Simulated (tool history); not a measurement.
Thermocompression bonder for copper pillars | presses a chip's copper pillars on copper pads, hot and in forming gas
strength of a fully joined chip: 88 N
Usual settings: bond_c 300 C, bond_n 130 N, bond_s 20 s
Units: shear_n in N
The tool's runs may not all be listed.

run	hour	bond_c	bond_n	bond_s	shear_n
1	0.0	300	130	20	49.1
2	74.5	300	130	20	48.7
3	149.4	300	130	17	46.0
# hour 187.2: forming gas filter changed
4	243.3	300	130	17	46.2
5	338.0	300	130	17	44.9
6	428.3	300	134	20	47.5
# hour 511.6: forming gas filter changed
7	511.6	328	134	20	58.4
8	564.5	328	89	20	44.8
9	657.5	328	89	20	43.4
10	756.0	300	130	20	44.7
# hour 766.5: force cell calibrated
11	801.9	300	150	20	46.6
# hour 839.4: forming gas filter changed
12	847.6	300	150	20	48.7
# hour 863.5: heater calibrated with a thermocouple chip
13	913.4	300	150	20	53.8
# hour 921.7: force cell calibrated, once more
14	990.2	300	150	20	55.2
15	1072.3	300	150	20	53.7
# hour 1166.2: forming gas filter changed
16	1166.2	300	150	20	54.6
17	1210.6	300	150	20	52.4
18	1305.4	300	130	20	48.0
19	1407.1	300	130	20	46.2
# hour 1489.4: forming gas filter changed
20	1504.5	300	176	20	57.7
21	1594.8	300	176	20	55.2
22	1678.7	300	176	20	54.4
23	1735.7	300	146	34	56.3
# hour 1782.8: heater calibrated with a thermocouple chip
# hour 1817.6: forming gas filter changed
24	1817.6	300	146	34	61.7
25	1865.4	283	117	34	49.9
26	1943.8	321	191	20	65.0
27	2017.1	321	130	24	55.4
28	2097.4	321	130	24	55.1
# hour 2143.9: forming gas filter changed
29	2188.6	321	83	27	45.9
30	2261.8	315	123	13	43.4
31	2338.9	272	123	18	34.9
32	2428.4	272	123	18	33.2
# hour 2468.8: forming gas filter changed
33	2483.7	274	118	29	40.8
34	2570.9	281	112	29	42.0
35	2671.4	281	112	29	40.2
# hour 2699.7: heater calibrated with a thermocouple chip
36	2747.2	313	130	33	58.6
# hour 2797.3: forming gas filter changed
37	2797.3	313	130	33	62.4
38	2872.2	316	149	16	54.8

Hidden state or all else? Some run-to-run changes of shear_n, split into what the settings, what came in and random variation would give without the hidden state, and what is left for the hidden state (with any gauge scatter that isn't in both results):
The hidden state here: true temperature of the bond over the reading, C; force that reaches the chip, % of what is set; oxide that the forming gas leaves, % of the face; drift of the gauge itself on shear_n, %.
Run 7 -> 8: bond_n 134 -> 89. shear_n -13.6 N: hidden state -0.7, all else -12.9.
Run 11 -> 12: forming gas filter changed. shear_n +2.1 N: hidden state +2.4, all else -0.3.
Run 23 -> 24: heater calibrated with a thermocouple chip, forming gas filter changed. shear_n +5.4 N: hidden state +6.1, all else -0.7.
Run 25 -> 26: bond_c 283 -> 321, bond_n 117 -> 191, bond_s 34 -> 20. shear_n +15.1 N: hidden state -1.2, all else +16.3.
Run 35 -> 36: bond_c 281 -> 313, bond_n 112 -> 130, bond_s 29 -> 33, heater calibrated with a thermocouple chip. shear_n +18.4 N: hidden state +2.2, all else +16.2.
Run 36 -> 37: forming gas filter changed. shear_n +3.8 N: hidden state +2.9, all else +0.9.
